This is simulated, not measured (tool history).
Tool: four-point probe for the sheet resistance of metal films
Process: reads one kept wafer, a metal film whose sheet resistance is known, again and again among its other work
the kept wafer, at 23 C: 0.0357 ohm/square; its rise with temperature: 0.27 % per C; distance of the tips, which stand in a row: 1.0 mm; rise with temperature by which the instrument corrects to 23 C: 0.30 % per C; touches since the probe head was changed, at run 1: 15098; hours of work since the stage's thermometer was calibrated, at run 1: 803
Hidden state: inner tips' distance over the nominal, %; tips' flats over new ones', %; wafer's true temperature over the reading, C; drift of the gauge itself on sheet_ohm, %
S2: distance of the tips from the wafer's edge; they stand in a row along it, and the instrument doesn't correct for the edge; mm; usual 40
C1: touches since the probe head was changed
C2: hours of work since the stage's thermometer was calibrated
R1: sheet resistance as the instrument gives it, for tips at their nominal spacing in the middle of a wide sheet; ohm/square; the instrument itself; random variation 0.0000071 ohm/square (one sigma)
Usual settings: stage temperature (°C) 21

run 1 hour=0.0 | stage_temperature_(°C)=21 S2=40 | C1=15098 C2=803 | R1=0.035608
run 2 hour=76.0 | stage_temperature_(°C)=21 S2=40 | C1=17368 C2=856 | R1=0.035613
run 3 hour=133.3 | stage_temperature_(°C)=21 S2=40 | C1=19078 C2=895 | R1=0.035601
run 4 hour=168.9 | stage_temperature_(°C)=21 S2=40 | C1=20143 C2=920 | R1=0.035613
run 5 hour=230.9 | stage_temperature_(°C)=21 S2=40 | C1=21994 C2=963 | R1=0.035609
run 6 hour=299.1 | stage_temperature_(°C)=21 S2=40 | C1=24033 C2=1010 | R1=0.035615
run 7 hour=348.5 | stage_temperature_(°C)=21 S2=40 | C1=25507 C2=1045 | R1=0.035597
run 8 hour=385.9 | stage_temperature_(°C)=21 S2=64 | C1=26624 C2=1071 | R1=0.035608
run 9 hour=420.0 | stage_temperature_(°C)=21 S2=64 | C1=27644 C2=1094 | R1=0.035600
run 10 hour=458.7 | stage_temperature_(°C)=21 S2=40 | C1=28798 C2=1121 | R1=0.035614
run 11 hour=508.9 | stage_temperature_(°C)=21 S2=14 | C1=30296 C2=1156 | R1=0.035703
run 12 hour=588.8 | stage_temperature_(°C)=21 S2=35 | C1=32684 C2=1212 | R1=0.035633
run 13 hour=644.6 | stage_temperature_(°C)=21 S2=35 | C1=34350 C2=1250 | R1=0.035626
run 14 hour=683.9 | stage_temperature_(°C)=21 S2=35 | C1=35525 C2=1278 | R1=0.035633
run 15 hour=762.5 | stage_temperature_(°C)=21 S2=35 | C1=37871 C2=1332 | R1=0.035635
run 16 hour=821.9 | stage_temperature_(°C)=26 S2=35 | C1=39645 C2=1373 | R1=0.035587
run 17 hour=865.5 | stage_temperature_(°C)=26 S2=35 | C1=40948 C2=1404 | R1=0.035602
run 18 hour=939.4 | stage_temperature_(°C)=26 S2=35 | C1=43157 C2=1455 | R1=0.035609
run 19 hour=972.2 | stage_temperature_(°C)=26 S2=9 | C1=44134 C2=1478 | R1=0.035814
run 20 hour=1035.1 | stage_temperature_(°C)=26 S2=40 | C1=46013 C2=1521 | R1=0.035595
run 21 hour=1091.1 | stage_temperature_(°C)=18 S2=12 | C1=47687 C2=1560 | R1=0.035796
run 22 hour=1150.6 | stage_temperature_(°C)=26 S2=57 | C1=49464 C2=1602 | R1=0.035602
run 23 hour=1190.8 | stage_temperature_(°C)=25 S2=40 | C1=50665 C2=1629 | R1=0.035623
-- hour=1244.3 stage's thermometer calibrated
run 24 hour=1260.2 | stage_temperature_(°C)=26 S2=5 | C1=52722 C2=11 | R1=0.036357
run 25 hour=1339.3 | stage_temperature_(°C)=26 S2=5 | C1=55084 C2=66 | R1=0.036369
run 26 hour=1397.8 | stage_temperature_(°C)=26 S2=29 | C1=56832 C2=107 | R1=0.035635
run 27 hour=1464.5 | stage_temperature_(°C)=23 S2=11 | C1=58822 C2=153 | R1=0.035798
run 28 hour=1525.0 | stage_temperature_(°C)=19 S2=17 | C1=60630 C2=195 | R1=0.035750
run 29 hour=1587.3 | stage_temperature_(°C)=28 S2=3 | C1=62492 C2=238 | R1=0.037621
run 30 hour=1632.9 | stage_temperature_(°C)=27 S2=22 | C1=63854 C2=270 | R1=0.035661
run 31 hour=1669.8 | stage_temperature_(°C)=27 S2=22 | C1=64955 C2=295 | R1=0.035662
run 32 hour=1743.1 | stage_temperature_(°C)=20 S2=7 | C1=67146 C2=346 | R1=0.036074
run 33 hour=1784.9 | stage_temperature_(°C)=33 S2=11 | C1=68393 C2=375 | R1=0.035727
run 34 hour=1840.9 | stage_temperature_(°C)=24 S2=35 | C1=70066 C2=414 | R1=0.035659
run 35 hour=1912.8 | stage_temperature_(°C)=19 S2=5 | C1=72213 C2=464 | R1=0.036470
run 36 hour=1959.9 | stage_temperature_(°C)=27 S2=7 | C1=73620 C2=497 | R1=0.036016
run 37 hour=2009.3 | stage_temperature_(°C)=25 S2=9 | C1=75096 C2=531 | R1=0.035878
run 38 hour=2056.6 | stage_temperature_(°C)=19 S2=9 | C1=76509 C2=564 | R1=0.035949
run 39 hour=2098.4 | stage_temperature_(°C)=22 S2=3 | C1=77756 C2=593 | R1=0.037670

Some steps in R1 between neighbouring runs. How much of each would the tool show without its hidden state too (settings, what came in, random variation), and how much is left for the hidden state, with any gauge scatter that isn't in both results?
Run 14 -> 15: no setting changed, nothing entered. R1 +0.000002 ohm/square: hidden state +0.000004, all else -0.000002.
Run 23 -> 24: stage temperature (°C) 25 -> 26, S2 40 -> 5, stage's thermometer calibrated. R1 +0.000734 ohm/square: hidden state +0.000018, all else +0.000716.
Run 28 -> 29: stage temperature (°C) 19 -> 28, S2 17 -> 3. R1 +0.001871 ohm/square: hidden state +0.000001, all else +0.001870.
Run 29 -> 30: stage temperature (°C) 28 -> 27, S2 3 -> 22. R1 -0.001960 ohm/square: hidden state +0.000005, all else -0.001965.
Run 38 -> 39: stage temperature (°C) 19 -> 22, S2 9 -> 3. R1 +0.001721 ohm/square: hidden state +0.000001, all else +0.001720.

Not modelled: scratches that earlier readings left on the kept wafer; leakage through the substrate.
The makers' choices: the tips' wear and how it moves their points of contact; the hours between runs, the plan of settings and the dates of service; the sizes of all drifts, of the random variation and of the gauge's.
